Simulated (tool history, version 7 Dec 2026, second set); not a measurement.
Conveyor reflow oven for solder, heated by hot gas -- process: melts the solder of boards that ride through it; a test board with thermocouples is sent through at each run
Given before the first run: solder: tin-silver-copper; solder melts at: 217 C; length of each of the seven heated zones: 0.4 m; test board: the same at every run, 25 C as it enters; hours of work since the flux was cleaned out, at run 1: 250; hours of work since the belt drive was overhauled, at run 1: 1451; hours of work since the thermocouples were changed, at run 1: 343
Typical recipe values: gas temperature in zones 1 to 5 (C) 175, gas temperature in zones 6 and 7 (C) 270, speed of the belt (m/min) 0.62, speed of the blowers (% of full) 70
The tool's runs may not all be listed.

| run | hour | gas temperature in zones 1 to 5 (C) | gas temperature in zones 6 and 7 (C) | speed of the belt (m/min) | speed of the blowers (% of full) | hours of work since the flux was cleaned out | hours of work since the belt drive was overhauled | hours of work since the thermocouples were changed | highest temperature of the board (C) | time above the solder's melting point (s) |
|---|---|---|---|---|---|---|---|---|---|---|
| 1 | 0 | 175 | 270 | 0.62 | 70 | 250 | 1451 | 343 | 249.1 | 56.6 |
|  | 25 | flux residue cleaned out of gas plates and filters |
| 2 | 50.5 | 175 | 270 | 0.62 | 70 | 20 | 1487 | 379 | 248.6 | 56 |
| 3 | 111.5 | 175 | 270 | 0.62 | 69 | 68 | 1534 | 426 | 247.9 | 54.8 |
| 4 | 150.7 | 175 | 270 | 0.62 | 69 | 98 | 1565 | 457 | 246.9 | 55.3 |
| 5 | 178.9 | 175 | 270 | 0.62 | 69 | 120 | 1587 | 479 | 248 | 55.2 |
| 6 | 235.2 | 175 | 270 | 0.62 | 69 | 164 | 1631 | 523 | 246.9 | 54.4 |
| 7 | 269.6 | 175 | 270 | 0.62 | 70 | 191 | 1658 | 550 | 246.6 | 54 |
| 8 | 298.4 | 175 | 270 | 0.688 | 70 | 214 | 1681 | 573 | 242.7 | 43.6 |
|  | 331.2 | flux residue cleaned out of gas plates and filters, once more |
| 9 | 331.2 | 175 | 270 | 0.688 | 70 | 0 | 1702 | 594 | 248.2 | 49.4 |
| 10 | 380.1 | 175 | 270 | 0.688 | 70 | 38 | 1741 | 633 | 247 | 49.5 |
|  | 425.9 | belt drive overhauled, speed set with a stopwatch |
| 11 | 441.9 | 175 | 268 | 0.688 | 70 | 83 | 12 | 678 | 243.3 | 44.2 |
|  | 466 | thermocouples of zones 6 and 7 changed |
| 12 | 486.2 | 175 | 273 | 0.62 | 70 | 117 | 46 | 16 | 252.8 | 58.3 |
| 13 | 524.4 | 175 | 270 | 0.62 | 70 | 146 | 75 | 46 | 249.7 | 55.6 |
| 14 | 584.1 | 175 | 270 | 0.62 | 70 | 193 | 122 | 92 | 250 | 55.9 |
| 15 | 639 | 175 | 270 | 0.62 | 70 | 236 | 165 | 135 | 249 | 53.7 |
| 16 | 675 | 175 | 270 | 0.715 | 59 | 264 | 193 | 163 | 240 | 36.6 |
|  | 683.6 | flux residue cleaned out of gas plates and filters |
| 17 | 739.6 | 175 | 264 | 0.62 | 58 | 44 | 240 | 210 | 242 | 47.8 |
| 18 | 778.8 | 171 | 275 | 0.62 | 70 | 74 | 270 | 241 | 253.5 | 57.6 |
| 19 | 815.5 | 175 | 280 | 0.583 | 70 | 103 | 299 | 269 | 260.6 | 68 |
| 20 | 861.6 | 179 | 275 | 0.583 | 70 | 139 | 335 | 305 | 257.1 | 66.7 |
| 21 | 903.2 | 179 | 275 | 0.583 | 53 | 172 | 368 | 338 | 250.5 | 60.9 |
| 22 | 930.6 | 179 | 275 | 0.583 | 53 | 193 | 389 | 359 | 250.3 | 61 |
| 23 | 967.6 | 179 | 275 | 0.583 | 53 | 222 | 418 | 388 | 250 | 61.3 |
| 24 | 992.8 | 174 | 273 | 0.694 | 70 | 242 | 438 | 408 | 245.7 | 45.4 |
|  | 1029.1 | flux residue cleaned out of gas plates and filters |
| 25 | 1029.1 | 169 | 263 | 0.694 | 70 | 0 | 462 | 433 | 239.8 | 38.5 |
| 26 | 1072.5 | 163 | 271 | 0.707 | 52 | 34 | 496 | 466 | 236.2 | 29.7 |
| 27 | 1127.9 | 177 | 274 | 0.62 | 51 | 77 | 540 | 510 | 246.7 | 52.5 |
| 28 | 1163.5 | 175 | 270 | 0.503 | 70 | 105 | 567 | 538 | 256.6 | 76.5 |
| 29 | 1209.5 | 175 | 270 | 0.715 | 70 | 141 | 603 | 574 | 243.8 | 42.3 |

Each row is a separate what-if for the run after 29, all from the same tool condition, not one after another. Results?
| A | 1271 | 165 | 283 | 0.62 | 53 | 189 | 652 | 622 | ? | ? |
| B | 1271 | 174 | 268 | 0.62 | 70 | 189 | 652 | 622 | ? | ? |
| C | 1271 | 175 | 270 | 0.704 | 70 | 189 | 652 | 622 | ? | ? |

| run | highest temperature of the board (C) | time above the solder's melting point (s) |
|---|---|---|
| A | 251.5 | 51.7 |
| B | 246.7 | 53.3 |
| C | 244.3 | 43 |
With no hidden state in the tool, these same runs would have given:
| run | highest temperature of the board (C) | time above the solder's melting point (s) |
|---|---|---|
| A | 254.6 | 53.7 |
| B | 250 | 55.7 |
| C | 247.8 | 45.6 |
